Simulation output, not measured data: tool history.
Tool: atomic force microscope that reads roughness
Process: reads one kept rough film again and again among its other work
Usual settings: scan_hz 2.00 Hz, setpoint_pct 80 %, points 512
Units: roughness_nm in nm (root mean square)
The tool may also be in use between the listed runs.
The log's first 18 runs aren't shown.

| run | hour | scan_hz | setpoint_pct | points | roughness_nm |
|---|---|---|---|---|---|
| 19 | 239.1 | 0.65 | 80 | 512 | 0.625 |
|  | 245.5 | new tip fitted |
| 20 | 249.2 | 2.00 | 80 | 512 | 0.586 |
| 21 | 261.7 | 2.00 | 80 | 512 | 0.587 |
| 22 | 279.8 | 2.00 | 80 | 512 | 0.587 |
| 23 | 296.7 | 2.21 | 80 | 396 | 0.578 |
| 24 | 314.5 | 2.21 | 80 | 396 | 0.578 |
| 25 | 322.3 | 2.21 | 66 | 488 | 0.612 |
| 26 | 332.9 | 2.21 | 66 | 488 | 0.614 |
| 27 | 350.5 | 2.21 | 66 | 488 | 0.611 |
| 28 | 363.9 | 1.45 | 58 | 894 | 0.635 |
| 29 | 372.9 | 3.76 | 67 | 433 | 0.588 |
| 30 | 387.7 | 1.57 | 58 | 500 | 0.630 |
| 31 | 404.3 | 1.57 | 58 | 500 | 0.630 |
| 32 | 412.9 | 3.40 | 67 | 394 | 0.593 |
| 33 | 422.4 | 3.40 | 67 | 394 | 0.594 |
| 34 | 438.7 | 2.00 | 82 | 445 | 0.580 |
|  | 449.9 | new tip fitted |
| 35 | 450.4 | 2.00 | 80 | 866 | 0.588 |
| 36 | 468.8 | 2.00 | 80 | 343 | 0.584 |
| 37 | 487.0 | 2.00 | 80 | 604 | 0.585 |
| 38 | 504.2 | 2.44 | 76 | 512 | 0.589 |
| 39 | 519.2 | 2.13 | 83 | 742 | 0.570 |
| 40 | 534.5 | 3.57 | 80 | 572 | 0.546 |
| 41 | 549.8 | 2.05 | 80 | 736 | 0.586 |
| 42 | 568.5 | 1.65 | 57 | 437 | 0.626 |
| 43 | 584.3 | 1.65 | 57 | 437 | 0.631 |

Forecast each of these 3 alternatives for the next run:
| A | 592.5 | 2.65 | 57 | 754 | ? |
| B | 592.5 | 1.00 | 82 | 429 | ? |
| C | 592.5 | 1.65 | 61 | 437 | ? |

| run | roughness_nm |
|---|---|
| A | 0.623 |
| B | 0.611 |
| C | 0.626 |
Without the tool's hidden state the same runs would have given:
| run | roughness_nm |
|---|---|
| A | 0.624 |
| B | 0.611 |
| C | 0.627 |
